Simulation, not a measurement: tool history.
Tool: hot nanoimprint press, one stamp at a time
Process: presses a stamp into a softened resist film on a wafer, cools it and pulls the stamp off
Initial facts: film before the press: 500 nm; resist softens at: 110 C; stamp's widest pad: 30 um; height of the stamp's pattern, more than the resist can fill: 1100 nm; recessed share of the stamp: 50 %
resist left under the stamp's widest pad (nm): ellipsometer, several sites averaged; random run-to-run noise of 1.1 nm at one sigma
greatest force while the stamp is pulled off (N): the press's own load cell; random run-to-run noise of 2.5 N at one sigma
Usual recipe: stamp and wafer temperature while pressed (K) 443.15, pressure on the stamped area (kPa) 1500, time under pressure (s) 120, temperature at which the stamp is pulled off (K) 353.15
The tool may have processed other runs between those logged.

| run | hour | stamp and wafer temperature while pressed (K) | pressure on the stamped area (kPa) | time under pressure (s) | temperature at which the stamp is pulled off (K) | resist left under the stamp's widest pad (nm) | greatest force while the stamp is pulled off (N) |
|---|---|---|---|---|---|---|---|
| 1 | 0 | 443.15 | 1500 | 120 | 353.15 | 271.9 | 242 |
| 2 | 31.1 | 434.15 | 1500 | 120 | 353.15 | 390 | 237 |
|  | 57.1 | stamp cleaned and given a new release coat |
| 3 | 78.3 | 434.15 | 1500 | 120 | 341.15 | 390 | 311 |
| 4 | 109.8 | 434.15 | 1500 | 120 | 341.15 | 389.1 | 309 |
| 5 | 173.3 | 443.15 | 1500 | 120 | 353.15 | 271.1 | 236 |
|  | 193.4 | press's hydraulic seals changed and the load cell set to zero |
|  | 222.2 | stamp cleaned and given a new release coat |
| 6 | 250.8 | 443.15 | 1500 | 120 | 353.15 | 271.7 | 241 |
| 7 | 296.6 | 443.15 | 1500 | 120 | 353.15 | 270.9 | 241 |
| 8 | 356.7 | 443.15 | 1500 | 120 | 353.15 | 269.7 | 236 |
|  | 376.9 | stamp cleaned and given a new release coat |
| 9 | 419.1 | 443.15 | 1500 | 120 | 353.15 | 269.1 | 234 |
| 10 | 487 | 443.15 | 1500 | 120 | 353.15 | 269.7 | 239 |
|  | 519.3 | plate thermocouple calibrated |
|  | 534.3 | stamp cleaned and given a new release coat |
| 11 | 553.4 | 443.15 | 1500 | 120 | 353.15 | 267.8 | 241 |
| 12 | 602.1 | 443.15 | 1500 | 120 | 353.15 | 267.5 | 238 |
| 13 | 639.4 | 443.15 | 1500 | 120 | 353.15 | 266.8 | 233 |
|  | 691.9 | stamp cleaned and given a new release coat |
| 14 | 699.5 | 443.15 | 1500 | 120 | 353.15 | 268.4 | 242 |
| 15 | 732 | 443.15 | 1500 | 120 | 353.15 | 267.5 | 235 |
| 16 | 789.1 | 439.15 | 1500 | 120 | 355.15 | 320.7 | 222 |
| 17 | 828.1 | 439.15 | 1500 | 84 | 339.15 | 347 | 322 |
|  | 847.5 | stamp cleaned and given a new release coat |
|  | 886.3 | press's hydraulic seals changed and the load cell set to zero |
| 18 | 906.2 | 445.15 | 1320 | 218 | 353.15 | 201.8 | 237 |
| 19 | 969.1 | 443.15 | 1730 | 120 | 353.15 | 254.8 | 240 |
|  | 1012.5 | stamp cleaned and given a new release coat |
| 20 | 1029.2 | 443.15 | 1730 | 120 | 353.15 | 252.3 | 235 |
|  | 1072.9 | plate thermocouple calibrated |
| 21 | 1094.1 | 443.15 | 1730 | 120 | 353.15 | 252.3 | 238 |
| 22 | 1156.1 | 443.15 | 1730 | 120 | 353.15 | 253 | 244 |
|  | 1170.1 | stamp cleaned and given a new release coat |
| 23 | 1217.3 | 433.15 | 1610 | 120 | 353.15 | 388.8 | 236 |
| 24 | 1263.6 | 443.15 | 1740 | 120 | 344.15 | 252.1 | 289 |
| 25 | 1301.6 | 443.15 | 1500 | 120 | 352.15 | 266.9 | 243 |

The next listed run, before its measurement:
|  | 1325.5 | stamp cleaned and given a new release coat |
| 26 | 1371.8 | 443.15 | 1500 | 120 | 352.15 | ? | ? |

{"run 26": {"resist left under the stamp's widest pad (nm)": 264.5, "greatest force while the stamp is pulled off (N)": 244}}
Minus the tool's unlogged condition, the same run would have read resist left under the stamp's widest pad (nm) 271.4, greatest force while the stamp is pulled off (N) 244.
